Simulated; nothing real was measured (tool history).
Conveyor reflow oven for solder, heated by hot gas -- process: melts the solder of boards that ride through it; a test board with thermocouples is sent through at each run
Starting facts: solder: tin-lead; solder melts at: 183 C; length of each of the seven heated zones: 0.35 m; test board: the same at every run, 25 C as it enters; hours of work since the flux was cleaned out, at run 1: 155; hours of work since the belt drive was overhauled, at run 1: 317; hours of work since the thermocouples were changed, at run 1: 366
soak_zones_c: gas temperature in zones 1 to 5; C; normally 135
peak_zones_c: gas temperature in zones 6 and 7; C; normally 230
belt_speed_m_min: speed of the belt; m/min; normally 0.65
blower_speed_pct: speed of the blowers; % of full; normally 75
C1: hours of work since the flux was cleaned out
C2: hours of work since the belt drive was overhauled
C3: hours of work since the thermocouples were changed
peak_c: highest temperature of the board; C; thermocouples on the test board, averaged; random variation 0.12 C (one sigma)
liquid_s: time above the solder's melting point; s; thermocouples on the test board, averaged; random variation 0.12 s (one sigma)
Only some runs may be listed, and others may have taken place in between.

{"run": 1, "hour": 0.0, "soak_zones_c": 135, "peak_zones_c": 230, "belt_speed_m_min": 0.65, "blower_speed_pct": 75, "C1": 155, "C2": 317, "C3": 366, "peak_c": 210.7, "liquid_s": 42.8}
{"run": 2, "hour": 45.5, "soak_zones_c": 135, "peak_zones_c": 230, "belt_speed_m_min": 0.65, "blower_speed_pct": 75, "C1": 178, "C2": 340, "C3": 389, "peak_c": 210.8, "liquid_s": 42.6}
{"run": 3, "hour": 104.7, "soak_zones_c": 135, "peak_zones_c": 230, "belt_speed_m_min": 0.65, "blower_speed_pct": 75, "C1": 208, "C2": 370, "C3": 419, "peak_c": 210.7, "liquid_s": 42.8}
{"hour": 141.9, "done": "flux residue cleaned out of gas plates and filters"}
{"run": 4, "hour": 188.0, "soak_zones_c": 135, "peak_zones_c": 230, "belt_speed_m_min": 0.65, "blower_speed_pct": 75, "C1": 23, "C2": 409, "C3": 458, "peak_c": 211.8, "liquid_s": 43.8}
{"run": 5, "hour": 252.8, "soak_zones_c": 135, "peak_zones_c": 230, "belt_speed_m_min": 0.65, "blower_speed_pct": 75, "C1": 56, "C2": 442, "C3": 491, "peak_c": 211.8, "liquid_s": 43.4}
{"hour": 262.8, "done": "belt drive overhauled, speed set with a stopwatch"}
{"run": 6, "hour": 313.4, "soak_zones_c": 135, "peak_zones_c": 230, "belt_speed_m_min": 0.65, "blower_speed_pct": 75, "C1": 85, "C2": 26, "C3": 519, "peak_c": 211.8, "liquid_s": 44.0}

Run 7 comes next. What will it give?
{"run": 7, "hour": 383.3, "soak_zones_c": 135, "peak_zones_c": 230, "belt_speed_m_min": 0.65, "blower_speed_pct": 75, "C1": 120, "C2": 61, "C3": 555, "peak_c": "?", "liquid_s": "?"}

peak_c: 211.5 C
liquid_s: 43.8 s
With the hidden condition absent and the run-to-run variation left alone, this run would have shown peak_c 211.2 C, liquid_s 42.7 s.
